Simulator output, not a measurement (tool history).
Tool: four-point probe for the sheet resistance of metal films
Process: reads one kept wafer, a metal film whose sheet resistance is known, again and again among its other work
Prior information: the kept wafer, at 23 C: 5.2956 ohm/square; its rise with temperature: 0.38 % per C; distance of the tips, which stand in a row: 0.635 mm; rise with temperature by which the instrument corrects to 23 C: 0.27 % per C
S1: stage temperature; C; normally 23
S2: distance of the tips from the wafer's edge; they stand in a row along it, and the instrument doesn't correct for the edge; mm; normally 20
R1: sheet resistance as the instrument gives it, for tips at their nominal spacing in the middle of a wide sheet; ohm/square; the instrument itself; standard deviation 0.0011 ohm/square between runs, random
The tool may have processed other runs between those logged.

| run | hour | S1 | S2 | R1 |
|---|---|---|---|---|
| 1 | 0 | 23 | 20 | 5.33825 |
| 2 | 49.3 | 23 | 20 | 5.338572 |
|  | 112.2 | stage's thermometer calibrated |
| 3 | 124.7 | 23 | 20 | 5.342318 |
| 4 | 212.9 | 25 | 20 | 5.356789 |
| 5 | 272.5 | 23 | 20 | 5.346874 |
| 6 | 335.9 | 23 | 20 | 5.347894 |
| 7 | 376.9 | 23 | 20 | 5.348688 |
| 8 | 454.9 | 23 | 20 | 5.350364 |
| 9 | 503.7 | 24 | 20 | 5.358007 |
|  | 549.1 | stage's thermometer calibrated, once more |
| 10 | 596.6 | 24 | 20 | 5.34427 |
| 11 | 649.3 | 24 | 20 | 5.343601 |
| 12 | 716.5 | 23 | 63 | 5.336558 |
| 13 | 800.2 | 23 | 63 | 5.338932 |
| 14 | 863.4 | 23 | 60 | 5.340945 |
| 15 | 942.7 | 23 | 60 | 5.343181 |
| 16 | 1002.7 | 23 | 60 | 5.345523 |
| 17 | 1060.1 | 23 | 20 | 5.348111 |
| 18 | 1119.9 | 33 | 20 | 5.410294 |
| 19 | 1193.7 | 23 | 20 | 5.350155 |
| 20 | 1248.5 | 23 | 20 | 5.351743 |
| 21 | 1341.2 | 23 | 20 | 5.354952 |
| 22 | 1393.8 | 23 | 20 | 5.356161 |
| 23 | 1477.4 | 23 | 20 | 5.358487 |
| 24 | 1552.4 | 29 | 12 | 5.402206 |
| 25 | 1598.2 | 29 | 28 | 5.39573 |
| 26 | 1644.8 | 22 | 30 | 5.354017 |
| 27 | 1716.5 | 22 | 30 | 5.355608 |
| 28 | 1763.5 | 23 | 4 | 5.434232 |
| 29 | 1803 | 32 | 17 | 5.420023 |
| 30 | 1870.2 | 32 | 17 | 5.422109 |
| 31 | 1944.5 | 34 | 10 | 5.443633 |
| 32 | 2004.7 | 23 | 24 | 5.368634 |
| 33 | 2070.1 | 24 | 40 | 5.374666 |
|  | 2095.3 | new probe head fitted |
| 34 | 2123.1 | 31 | 6 | 5.370114 |
| 35 | 2188.6 | 31 | 6 | 5.372996 |
| 36 | 2244.6 | 28 | 7 | 5.346819 |
| 37 | 2287.5 | 28 | 7 | 5.347865 |
| 38 | 2369.4 | 28 | 3 | 5.451416 |
|  | 2422.5 | stage's thermometer calibrated |
| 39 | 2422.5 | 23 | 37 | 5.289448 |
| 40 | 2497.4 | 23 | 10 | 5.303601 |
| 41 | 2582 | 20 | 13 | 5.282517 |
| 42 | 2671.8 | 20 | 13 | 5.283734 |

Forecast each of these 5 alternatives for the next run:
| A | 2751.9 | 23 | 16 | ? |
| B | 2751.9 | 31 | 8 | ? |
| C | 2751.9 | 23 | 4 | ? |
| D | 2751.9 | 32 | 72 | ? |
| E | 2751.9 | 25 | 9 | ? |

| run | R1 |
|---|---|
| A | 5.301424 |
| B | 5.363969 |
| C | 5.368999 |
| D | 5.353243 |
| E | 5.324876 |
What these runs would have given with no unlogged condition in the tool:
| run | R1 |
|---|---|
| A | 5.300059 |
| B | 5.362624 |
| C | 5.367617 |
| D | 5.351904 |
| E | 5.323514 |
